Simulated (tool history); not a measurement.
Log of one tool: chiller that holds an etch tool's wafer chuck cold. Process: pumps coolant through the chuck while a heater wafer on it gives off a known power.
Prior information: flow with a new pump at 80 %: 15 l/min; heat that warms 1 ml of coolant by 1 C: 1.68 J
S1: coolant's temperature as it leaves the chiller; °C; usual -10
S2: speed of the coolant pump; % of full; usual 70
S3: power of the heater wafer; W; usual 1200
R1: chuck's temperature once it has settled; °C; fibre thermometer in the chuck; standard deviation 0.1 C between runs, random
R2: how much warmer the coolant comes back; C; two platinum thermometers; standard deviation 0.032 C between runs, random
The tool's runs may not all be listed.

run	hour	S1	S2	S3	R1	R2
1	0.0	-10	70	1200	-0.6	3.27
2	62.9	-7	70	1200	2.5	3.30
3	126.2	-7	70	1200	2.5	3.30
4	182.7	-7	70	1200	2.6	3.28
5	210.7	-7	70	1200	2.4	3.32
6	241.2	-7	70	1200	2.6	3.28
7	277.2	-7	70	1200	2.6	3.28
8	324.5	-7	70	1200	2.6	3.31
9	358.5	-7	70	1200	2.7	3.30
10	395.5	-7	97	1200	0.8	2.40
11	438.2	-7	97	1200	0.9	2.35
# hour 465.7: chiller's thermometer calibrated
12	500.6	-16	96	1200	-8.6	2.41
13	547.6	-16	61	685	-9.9	2.19
14	606.6	-16	61	685	-10.0	2.23
15	666.1	-10	77	675	-4.9	1.69
16	721.9	-10	61	799	-3.0	2.52
17	759.9	-10	66	1301	0.6	3.83
18	792.6	-10	66	1301	0.8	3.85
19	846.8	-18	66	1301	-7.1	3.83
20	909.2	-10	84	1390	-0.1	3.27

For each run, the measured value with the value that run would have given without the tool's hidden condition subtracted. The run-to-run variation is shared by both, the gauge scatter possibly not:
Unlogged tool condition in this case: heat passed by the chuck's channels, % of clean ones'; flow at a given pump speed, % of a new pump's; coolant's true temperature over the reading, C; drift of the gauge itself on chuck_c, C; drift of the gauge itself on warmer_back_c, C.
run	R1	R2
1	+0.3	+0.00
2	+0.4	+0.01
3	+0.4	+0.00
4	+0.4	+0.01
5	+0.5	+0.02
6	+0.5	+0.01
7	+0.5	+0.02
8	+0.5	+0.02
9	+0.5	+0.03
10	+0.5	+0.02
11	+0.5	+0.03
12	+0.3	+0.02
13	+0.3	+0.02
14	+0.2	+0.03
15	+0.2	+0.03
16	+0.3	+0.04
17	+0.4	+0.05
18	+0.5	+0.06
19	+0.5	+0.07
20	+0.5	+0.06
